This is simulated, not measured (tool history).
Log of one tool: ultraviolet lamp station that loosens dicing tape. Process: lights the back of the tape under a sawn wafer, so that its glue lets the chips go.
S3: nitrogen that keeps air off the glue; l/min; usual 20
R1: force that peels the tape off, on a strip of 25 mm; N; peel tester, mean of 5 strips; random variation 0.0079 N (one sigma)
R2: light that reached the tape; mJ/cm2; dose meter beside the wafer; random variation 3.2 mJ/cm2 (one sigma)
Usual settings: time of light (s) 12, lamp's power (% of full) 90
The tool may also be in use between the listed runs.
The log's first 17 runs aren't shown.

Run 18, day 47.767: usual settings. Result: R1 0.312 N, R2 495 mJ/cm2.
Run 19, day 50.933: usual settings but lamp's power (% of full) 92. Result: R1 0.303 N, R2 510 mJ/cm2.
Run 20, day 53.225: usual settings but lamp's power (% of full) 92. Result: R1 0.297 N, R2 503 mJ/cm2.
Run 21, day 54.992: usual settings but lamp's power (% of full) 72. Result: R1 0.428 N, R2 400 mJ/cm2.
Run 22, day 57.696: usual settings but lamp's power (% of full) 72, S3 23 l/min. Result: R1 0.399 N, R2 394 mJ/cm2.
Run 23, day 60.808: usual settings but lamp's power (% of full) 71, S3 33 l/min. Result: R1 0.345 N, R2 394 mJ/cm2.
Run 24, day 62.729: usual settings but time of light (s) 13, lamp's power (% of full) 83, S3 39 l/min. Result: R1 0.272 N, R2 490 mJ/cm2.
At day 65.017: window cleaned of glue's vapour.
Run 25, day 66.1: usual settings but lamp's power (% of full) 99, S3 13 l/min. Result: R1 0.322 N, R2 550 mJ/cm2.
Run 26, day 68.512: usual settings but time of light (s) 8, lamp's power (% of full) 71, S3 10 l/min. Result: R1 1.29 N, R2 260 mJ/cm2.
Run 27, day 72.521: usual settings but S3 23 l/min. Result: R1 0.292 N, R2 503 mJ/cm2.
Run 28, day 74.667: usual settings but S3 23 l/min. Result: R1 0.281 N, R2 498 mJ/cm2.
Run 29, day 77.675: usual settings but S3 23 l/min. Result: R1 0.297 N, R2 497 mJ/cm2.

The next listed run, before its measurement:
Run 30, day 79.971: usual settings but lamp's power (% of full) 91, S3 7 l/min. Result: R1 ?, R2 ?.

{"run 30": {"R1": 0.484, "R2": 500}}
Without the tool's hidden state the same run would have given R1 0.482 N, R2 501 mJ/cm2.

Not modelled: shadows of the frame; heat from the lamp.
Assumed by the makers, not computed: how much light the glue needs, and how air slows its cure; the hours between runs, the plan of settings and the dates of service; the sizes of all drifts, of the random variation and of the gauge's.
